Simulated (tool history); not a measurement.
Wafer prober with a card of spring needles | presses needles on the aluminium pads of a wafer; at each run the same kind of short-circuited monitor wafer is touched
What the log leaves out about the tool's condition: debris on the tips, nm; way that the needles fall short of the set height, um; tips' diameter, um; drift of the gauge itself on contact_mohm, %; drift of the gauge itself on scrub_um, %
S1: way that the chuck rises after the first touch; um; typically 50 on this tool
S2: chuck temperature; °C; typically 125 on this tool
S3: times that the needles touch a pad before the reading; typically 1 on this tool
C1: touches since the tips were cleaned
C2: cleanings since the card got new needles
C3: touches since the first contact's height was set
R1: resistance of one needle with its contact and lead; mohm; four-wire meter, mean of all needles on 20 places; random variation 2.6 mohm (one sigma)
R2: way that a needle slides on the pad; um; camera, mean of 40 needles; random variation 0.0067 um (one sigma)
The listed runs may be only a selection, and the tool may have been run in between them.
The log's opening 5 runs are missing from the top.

run	hour	S1	S2	S3	C1	C2	C3	R1	R2
# hour 89.1: tips cleaned on abrasive film
6	96	50	125	1	1969	60	68596	306	6.235
# hour 107.5: tips cleaned on abrasive film
# hour 114.1: height of the first contact set anew
# hour 126.3: tips cleaned on abrasive film
7	126.3	50	37	1	0	62	3468	270	6.242
# hour 145.6: tips cleaned on abrasive film
8	147.2	50	37	1	464	63	9420	274	6.238
# hour 165: tips cleaned on abrasive film
9	168	50	37	1	837	64	15317	274	6.254
10	180.4	50	37	1	4378	64	18858	276	6.241
# hour 183.7: tips cleaned on abrasive film
# hour 201.5: tips cleaned on abrasive film
11	205.1	50	37	1	1044	66	25886	279	6.252
# hour 219.3: tips cleaned on abrasive film
12	230.3	50	37	1	3155	67	33065	279	6.275
# hour 238.2: tips cleaned on abrasive film
13	248.7	50	125	1	3005	68	38289	299	6.274
# hour 257.5: tips cleaned on abrasive film
14	269.4	50	125	1	3409	69	44167	303	6.275
# hour 276.2: tips cleaned on abrasive film
15	284	50	125	1	2223	70	48310	307	6.279
# hour 293.8: tips cleaned on abrasive film
# hour 311.4: tips cleaned on abrasive film
16	311.7	50	34	1	79	72	56169	275	6.279
# hour 330.9: tips cleaned on abrasive film
17	337.5	50	34	1	1898	73	63527	273	6.29
# hour 348.7: tips cleaned on abrasive film
18	361.6	38	38	1	3679	74	70391	284	4.788
# hour 367.8: tips cleaned on abrasive film
# hour 371.7: height of the first contact set anew
# hour 386: tips cleaned on abrasive film
19	386.7	46	49	1	196	76	4232	282	5.795
# hour 404.4: tips cleaned on abrasive film
20	414.3	64	38	2	2849	77	12120	272	8.075
# hour 422.3: tips cleaned on abrasive film
# hour 441.8: tips cleaned on abrasive film
21	443.9	36	125	2	614	79	20525	320	4.546
# hour 461.4: tips cleaned on abrasive film
22	465.6	33	125	2	1201	80	26696	324	4.16
# hour 479: tips cleaned on abrasive film
23	479.9	38	40	1	250	81	30751	287	4.805
# hour 497.5: tips cleaned on abrasive film
24	509.8	47	125	1	3507	82	39266	311	5.94
# hour 516.9: tips cleaned on abrasive film
25	530.9	47	125	1	4013	83	45274	304	5.96
# hour 535.5: tips cleaned on abrasive film
# hour 554.2: tips cleaned on abrasive film
26	560.6	47	125	1	1818	85	53690	308	5.952
# hour 572: tips cleaned on abrasive film
27	587.1	47	29	1	4293	86	61238	273	5.971
# hour 591.2: tips cleaned on abrasive film
# hour 609.8: tips cleaned on abrasive film
28	612.6	40	125	1	778	88	68474	318	5.083
# hour 627.9: tips cleaned on abrasive film
# hour 629.6: height of the first contact set anew
29	630.8	50	125	2	750	89	333	304	6.367
# hour 647.4: tips cleaned on abrasive film
30	648.7	50	125	2	384	90	5429	306	6.36

Predict each of these 3 candidate next runs independently; none follows another, all start after run 30:
A	662.7	50	100	3	4366	90	9411	?	?
B	662.7	50	125	3	4366	90	9411	?	?
C	662.7	35	85	1	4366	90	9411	?	?

run	R1	R2
A	299	6.372
B	305	6.361
C	310	4.462
Without the tool's hidden state the same runs would have given:
run	R1	R2
A	299	6.216
B	305	6.205
C	309	4.353
